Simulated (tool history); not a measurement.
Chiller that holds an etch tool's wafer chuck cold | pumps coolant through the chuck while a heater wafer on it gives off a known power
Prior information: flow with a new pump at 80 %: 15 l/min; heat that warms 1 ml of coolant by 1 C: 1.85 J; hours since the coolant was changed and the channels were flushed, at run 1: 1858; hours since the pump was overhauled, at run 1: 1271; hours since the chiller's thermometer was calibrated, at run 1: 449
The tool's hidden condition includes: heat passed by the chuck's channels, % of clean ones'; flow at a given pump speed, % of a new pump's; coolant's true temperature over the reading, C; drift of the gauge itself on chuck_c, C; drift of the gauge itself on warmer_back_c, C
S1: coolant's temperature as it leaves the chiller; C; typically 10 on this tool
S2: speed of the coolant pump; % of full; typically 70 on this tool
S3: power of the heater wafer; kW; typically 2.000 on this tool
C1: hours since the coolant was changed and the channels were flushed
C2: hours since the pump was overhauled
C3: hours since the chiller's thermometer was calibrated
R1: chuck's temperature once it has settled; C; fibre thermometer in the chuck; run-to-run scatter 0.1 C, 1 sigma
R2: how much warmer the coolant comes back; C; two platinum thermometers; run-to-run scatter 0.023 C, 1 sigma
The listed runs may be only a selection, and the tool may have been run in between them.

{"run": 1, "hour": 0.0, "S1": 10, "S2": 70, "S3": 2.0, "C1": 1858, "C2": 1271, "C3": 449, "R1": 31.6, "R2": 5.08}
{"run": 2, "hour": 33.8, "S1": 10, "S2": 70, "S3": 2.0, "C1": 1892, "C2": 1305, "C3": 483, "R1": 31.5, "R2": 5.09}
{"run": 3, "hour": 57.2, "S1": 10, "S2": 70, "S3": 2.0, "C1": 1915, "C2": 1329, "C3": 506, "R1": 31.6, "R2": 5.09}
{"run": 4, "hour": 95.6, "S1": 7, "S2": 70, "S3": 2.0, "C1": 1953, "C2": 1367, "C3": 545, "R1": 28.6, "R2": 5.13}
{"run": 5, "hour": 143.4, "S1": 18, "S2": 70, "S3": 2.0, "C1": 2001, "C2": 1415, "C3": 592, "R1": 39.8, "R2": 5.11}
{"run": 6, "hour": 182.1, "S1": 18, "S2": 70, "S3": 2.0, "C1": 2040, "C2": 1453, "C3": 631, "R1": 39.9, "R2": 5.11}
{"run": 7, "hour": 213.7, "S1": 18, "S2": 70, "S3": 2.0, "C1": 2072, "C2": 1485, "C3": 663, "R1": 39.8, "R2": 5.13}
{"run": 8, "hour": 253.8, "S1": 18, "S2": 70, "S3": 2.0, "C1": 2112, "C2": 1525, "C3": 703, "R1": 39.8, "R2": 5.12}
{"run": 9, "hour": 293.8, "S1": 18, "S2": 70, "S3": 2.0, "C1": 2152, "C2": 1565, "C3": 743, "R1": 39.9, "R2": 5.09}
{"run": 10, "hour": 326.7, "S1": 18, "S2": 70, "S3": 2.0, "C1": 2185, "C2": 1598, "C3": 776, "R1": 40.0, "R2": 5.11}
{"run": 11, "hour": 348.3, "S1": 2, "S2": 81, "S3": 2.0, "C1": 2206, "C2": 1620, "C3": 797, "R1": 21.5, "R2": 4.38}
{"run": 12, "hour": 390.1, "S1": 13, "S2": 74, "S3": 2.0, "C1": 2248, "C2": 1661, "C3": 839, "R1": 34.0, "R2": 4.85}
{"run": 13, "hour": 431.4, "S1": 13, "S2": 74, "S3": 2.0, "C1": 2289, "C2": 1703, "C3": 880, "R1": 34.2, "R2": 4.84}
{"run": 14, "hour": 468.8, "S1": 13, "S2": 74, "S3": 2.0, "C1": 2327, "C2": 1740, "C3": 918, "R1": 34.2, "R2": 4.84}
{"run": 15, "hour": 507.4, "S1": 13, "S2": 74, "S3": 2.0, "C1": 2365, "C2": 1779, "C3": 956, "R1": 34.3, "R2": 4.87}
{"run": 16, "hour": 542.2, "S1": 10, "S2": 68, "S3": 1.895, "C1": 2400, "C2": 1813, "C3": 991, "R1": 31.6, "R2": 5.0}
{"run": 17, "hour": 571.4, "S1": 10, "S2": 68, "S3": 1.895, "C1": 2429, "C2": 1843, "C3": 1020, "R1": 31.8, "R2": 5.0}
{"run": 18, "hour": 619.2, "S1": 9, "S2": 65, "S3": 2.0, "C1": 2477, "C2": 1890, "C3": 1068, "R1": 32.8, "R2": 5.56}
{"run": 19, "hour": 659.1, "S1": 9, "S2": 65, "S3": 2.0, "C1": 2517, "C2": 1930, "C3": 1108, "R1": 32.9, "R2": 5.55}

Below, each run's measurement less what the same run would have read without the hidden state. Both values contain the same run-to-run variation, but the gauge's scatter may not be the same in both:
run=1 R1=+2.1 R2=+0.15
run=2 R1=+2.2 R2=+0.16
run=3 R1=+2.2 R2=+0.16
run=4 R1=+2.2 R2=+0.16
run=5 R1=+2.3 R2=+0.17
run=6 R1=+2.4 R2=+0.17
run=7 R1=+2.4 R2=+0.18
run=8 R1=+2.4 R2=+0.18
run=9 R1=+2.5 R2=+0.18
run=10 R1=+2.5 R2=+0.18
run=11 R1=+2.2 R2=+0.17
run=12 R1=+2.5 R2=+0.19
run=13 R1=+2.5 R2=+0.19
run=14 R1=+2.6 R2=+0.19
run=15 R1=+2.7 R2=+0.20
run=16 R1=+2.7 R2=+0.20
run=17 R1=+2.8 R2=+0.21
run=18 R1=+3.1 R2=+0.23
run=19 R1=+3.2 R2=+0.24
